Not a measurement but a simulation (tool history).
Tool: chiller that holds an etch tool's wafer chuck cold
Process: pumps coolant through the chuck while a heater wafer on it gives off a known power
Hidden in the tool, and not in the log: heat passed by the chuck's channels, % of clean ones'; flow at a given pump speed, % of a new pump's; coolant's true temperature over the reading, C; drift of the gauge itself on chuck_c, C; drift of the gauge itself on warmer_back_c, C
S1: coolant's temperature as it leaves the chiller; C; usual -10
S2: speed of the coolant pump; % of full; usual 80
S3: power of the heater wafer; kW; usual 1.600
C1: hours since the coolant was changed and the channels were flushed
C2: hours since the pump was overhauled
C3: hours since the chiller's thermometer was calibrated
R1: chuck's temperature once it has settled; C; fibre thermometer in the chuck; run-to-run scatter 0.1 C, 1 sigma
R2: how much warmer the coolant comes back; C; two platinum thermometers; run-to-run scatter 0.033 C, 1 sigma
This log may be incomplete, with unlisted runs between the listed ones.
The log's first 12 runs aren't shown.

run 13 day=28.512 | S1=-10 S2=80 S3=1.600 | C1=2192 C2=3638 C3=2476 | R1=4.0 R2=4.36
run 14 day=30.142 | S1=-10 S2=80 S3=1.600 | C1=2231 C2=3677 C3=2515 | R1=3.8 R2=4.42
run 15 day=32.467 | S1=-10 S2=93 S3=1.600 | C1=2287 C2=3733 C3=2570 | R1=2.6 R2=3.78
run 16 day=35.167 | S1=-10 S2=80 S3=1.600 | C1=2352 C2=3798 C3=2635 | R1=4.0 R2=4.36
run 17 day=37.629 | S1=-10 S2=80 S3=1.600 | C1=2411 C2=3857 C3=2694 | R1=3.9 R2=4.38
-- day=37.912 chiller's thermometer calibrated
run 18 day=40.612 | S1=-10 S2=80 S3=1.600 | C1=2481 C2=3928 C3=65 | R1=3.8 R2=4.45
run 19 day=42.946 | S1=0 S2=81 S3=1.936 | C1=2537 C2=3984 C3=121 | R1=16.6 R2=5.20
run 20 day=44.962 | S1=-7 S2=82 S3=1.605 | C1=2586 C2=4032 C3=169 | R1=6.9 R2=4.32
run 21 day=46.258 | S1=-12 S2=80 S3=1.918 | C1=2617 C2=4063 C3=200 | R1=4.7 R2=5.27
run 22 day=48.354 | S1=-10 S2=73 S3=1.600 | C1=2667 C2=4113 C3=251 | R1=5.0 R2=4.79
run 23 day=50.383 | S1=-12 S2=80 S3=2.382 | C1=2716 C2=4162 C3=299 | R1=9.0 R2=6.56
run 24 day=52.504 | S1=-4 S2=75 S3=1.681 | C1=2767 C2=4213 C3=350 | R1=11.6 R2=4.97
-- day=52.721 chiller's thermometer calibrated, once more
run 25 day=54.358 | S1=-4 S2=75 S3=1.681 | C1=2810 C2=4257 C3=39 | R1=11.6 R2=4.95
run 26 day=56.450 | S1=-4 S2=61 S3=2.390 | C1=2861 C2=4307 C3=89 | R1=21.7 R2=8.76
run 27 day=58.296 | S1=-4 S2=61 S3=2.390 | C1=2905 C2=4351 C3=134 | R1=21.7 R2=8.64
run 28 day=60.804 | S1=-4 S2=61 S3=2.390 | C1=2965 C2=4411 C3=194 | R1=21.7 R2=8.69
run 29 day=63.829 | S1=-14 S2=90 S3=1.070 | C1=3038 C2=4484 C3=267 | R1=-5.1 R2=2.61
run 30 day=66.962 | S1=-10 S2=83 S3=1.600 | C1=3113 C2=4559 C3=342 | R1=4.0 R2=4.33
run 31 day=69.996 | S1=-4 S2=99 S3=1.293 | C1=3186 C2=4632 C3=415 | R1=5.9 R2=2.88

Run 32, settings as shown, results not yet in. Your forecast:
run 32 day=71.838 | S1=-4 S2=99 S3=1.293 | C1=3230 C2=4676 C3=459 | R1=? R2=?

{"run 32": {"R1": 6.0, "R2": 2.91}}
Had the tool carried no hidden state, the very same run would have given R1 5.3 C, R2 2.78 C.
